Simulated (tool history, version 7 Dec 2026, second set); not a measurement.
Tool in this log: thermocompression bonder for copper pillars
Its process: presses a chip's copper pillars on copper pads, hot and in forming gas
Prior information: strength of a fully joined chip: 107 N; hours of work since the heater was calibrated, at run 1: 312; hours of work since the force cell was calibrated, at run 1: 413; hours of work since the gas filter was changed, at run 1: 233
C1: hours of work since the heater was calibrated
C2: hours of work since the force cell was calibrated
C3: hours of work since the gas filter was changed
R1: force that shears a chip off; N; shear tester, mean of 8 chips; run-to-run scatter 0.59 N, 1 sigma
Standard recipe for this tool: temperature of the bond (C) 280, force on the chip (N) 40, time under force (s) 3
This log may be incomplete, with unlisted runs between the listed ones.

Run 1, hour 0.0: usual settings; C1 312; C2 413; C3 233. Result: R1 42.5 N.
At hour 7.2: forming gas filter changed.
Run 2, hour 11.3: usual settings but force on the chip (N) 46; C1 320; C2 421; C3 3. Result: R1 46.6 N.
Run 3, hour 26.1: usual settings but force on the chip (N) 46; C1 331; C2 432; C3 14. Result: R1 48.0 N.
Run 4, hour 38.9: usual settings but force on the chip (N) 46; C1 340; C2 441; C3 23. Result: R1 47.3 N.
Run 5, hour 46.3: usual settings; C1 346; C2 447; C3 29. Result: R1 42.8 N.
Run 6, hour 55.7: usual settings; C1 353; C2 454; C3 36. Result: R1 42.9 N.
Run 7, hour 68.9: usual settings but force on the chip (N) 39; C1 362; C2 463; C3 46. Result: R1 42.1 N.
Run 8, hour 82.1: usual settings but temperature of the bond (C) 264; C1 372; C2 473; C3 56. Result: R1 32.2 N.
Run 9, hour 90.3: usual settings but temperature of the bond (C) 264; C1 378; C2 479; C3 62. Result: R1 32.4 N.
Run 10, hour 106.7: usual settings but temperature of the bond (C) 272; C1 391; C2 492; C3 74. Result: R1 36.5 N.
Run 11, hour 115.9: usual settings but temperature of the bond (C) 272; C1 397; C2 498; C3 81. Result: R1 37.1 N.
Run 12, hour 128.5: usual settings but temperature of the bond (C) 272, force on the chip (N) 45; C1 407; C2 508; C3 90. Result: R1 40.0 N.
Run 13, hour 142.6: usual settings but temperature of the bond (C) 272, force on the chip (N) 45; C1 417; C2 518; C3 100. Result: R1 39.7 N.
At hour 145.4: force cell calibrated.
Run 14, hour 160.4: usual settings but temperature of the bond (C) 272, force on the chip (N) 45; C1 429; C2 11; C3 112. Result: R1 38.4 N.
Run 15, hour 175.3: usual settings but temperature of the bond (C) 251, force on the chip (N) 38, time under force (s) 2; C1 440; C2 22; C3 124. Result: R1 19.2 N.
Run 16, hour 182.7: usual settings but temperature of the bond (C) 284; C1 446; C2 28; C3 129. Result: R1 44.7 N.
At hour 192.2: force cell calibrated, once more.
Run 17, hour 196.9: usual settings but temperature of the bond (C) 256, force on the chip (N) 30; C1 455; C2 3; C3 138. Result: R1 22.2 N.
Run 18, hour 205.5: usual settings but temperature of the bond (C) 256, force on the chip (N) 30; C1 462; C2 10; C3 145. Result: R1 21.8 N.
Run 19, hour 215.3: usual settings but temperature of the bond (C) 264, force on the chip (N) 38; C1 469; C2 17; C3 152. Result: R1 30.6 N.
Run 20, hour 228.7: usual settings but temperature of the bond (C) 264, force on the chip (N) 38; C1 479; C2 27; C3 162. Result: R1 30.7 N.
Run 21, hour 238.3: usual settings but temperature of the bond (C) 264, force on the chip (N) 38; C1 486; C2 34; C3 169. Result: R1 31.2 N.
Run 22, hour 247.0: usual settings but temperature of the bond (C) 264, force on the chip (N) 38; C1 492; C2 41; C3 176. Result: R1 31.5 N.
Run 23, hour 258.8: usual settings but temperature of the bond (C) 264, force on the chip (N) 38; C1 501; C2 49; C3 184. Result: R1 30.2 N.
Run 24, hour 268.6: usual settings but temperature of the bond (C) 273, force on the chip (N) 50, time under force (s) 2; C1 508; C2 57; C3 192. Result: R1 37.3 N.
Run 25, hour 280.9: usual settings but force on the chip (N) 47, time under force (s) 8; C1 518; C2 66; C3 201. Result: R1 65.4 N.
Run 26, hour 297.0: usual settings but force on the chip (N) 47, time under force (s) 8; C1 529; C2 78; C3 213. Result: R1 65.0 N.

For some of the steps in R1 from one run to the next: how much would appear even if the tool had no hidden state, given the settings, what came in and random variation, and how much remains for the hidden state plus any gauge scatter that the measured result and the result without hidden state don't share?
Unlogged tool condition in this case: true temperature of the bond over the reading, C; force that reaches the chip, % of what is set; oxide that the forming gas leaves, % of the face; drift of the gauge itself on shear_n, %.
Run 15 -> 16: temperature of the bond (C) 251 -> 284, force on the chip (N) 38 -> 40, time under force (s) 2 -> 3. R1 +25.5 N: hidden state -1.4, all else +26.9.
Run 16 -> 17: temperature of the bond (C) 284 -> 256, force on the chip (N) 40 -> 30, force cell calibrated, once more. R1 -22.5 N: hidden state +2.3, all else -24.8.
Run 24 -> 25: temperature of the bond (C) 273 -> 280, force on the chip (N) 50 -> 47, time under force (s) 2 -> 8. R1 +28.1 N: hidden state -0.9, all else +29.0.

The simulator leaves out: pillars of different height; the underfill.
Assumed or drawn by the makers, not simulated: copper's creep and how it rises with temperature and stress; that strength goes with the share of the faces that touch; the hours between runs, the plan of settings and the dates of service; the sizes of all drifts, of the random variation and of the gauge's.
